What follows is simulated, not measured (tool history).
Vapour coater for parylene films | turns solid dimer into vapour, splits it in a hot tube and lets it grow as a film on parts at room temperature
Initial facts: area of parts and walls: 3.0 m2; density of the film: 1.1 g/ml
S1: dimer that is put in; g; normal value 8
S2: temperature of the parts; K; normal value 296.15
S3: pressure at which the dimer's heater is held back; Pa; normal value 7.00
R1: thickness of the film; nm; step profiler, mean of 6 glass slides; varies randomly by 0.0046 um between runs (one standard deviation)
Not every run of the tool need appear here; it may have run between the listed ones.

{"run": 1, "hour": 0.0, "S1": 8, "S2": 296.15, "S3": 7.0, "R1": 1303}
{"run": 2, "hour": 27.7, "S1": 8, "S2": 296.15, "S3": 7.0, "R1": 1312}
{"run": 3, "hour": 51.9, "S1": 8, "S2": 296.15, "S3": 7.0, "R1": 1308}
{"hour": 60.4, "done": "trap's valve overhauled"}
{"run": 4, "hour": 71.8, "S1": 8, "S2": 296.15, "S3": 11.27, "R1": 1317}
{"run": 5, "hour": 91.2, "S1": 8, "S2": 296.15, "S3": 7.0, "R1": 1362}
{"run": 6, "hour": 112.9, "S1": 8, "S2": 296.15, "S3": 7.0, "R1": 1356}
{"run": 7, "hour": 134.6, "S1": 8, "S2": 296.15, "S3": 7.0, "R1": 1353}

Forecast run 8:
{"run": 8, "hour": 150.7, "S1": 8, "S2": 300.15, "S3": 5.59, "R1": "?"}

R1: 1257 nm
Without the tool's hidden state the same run would have given R1 1270 nm.

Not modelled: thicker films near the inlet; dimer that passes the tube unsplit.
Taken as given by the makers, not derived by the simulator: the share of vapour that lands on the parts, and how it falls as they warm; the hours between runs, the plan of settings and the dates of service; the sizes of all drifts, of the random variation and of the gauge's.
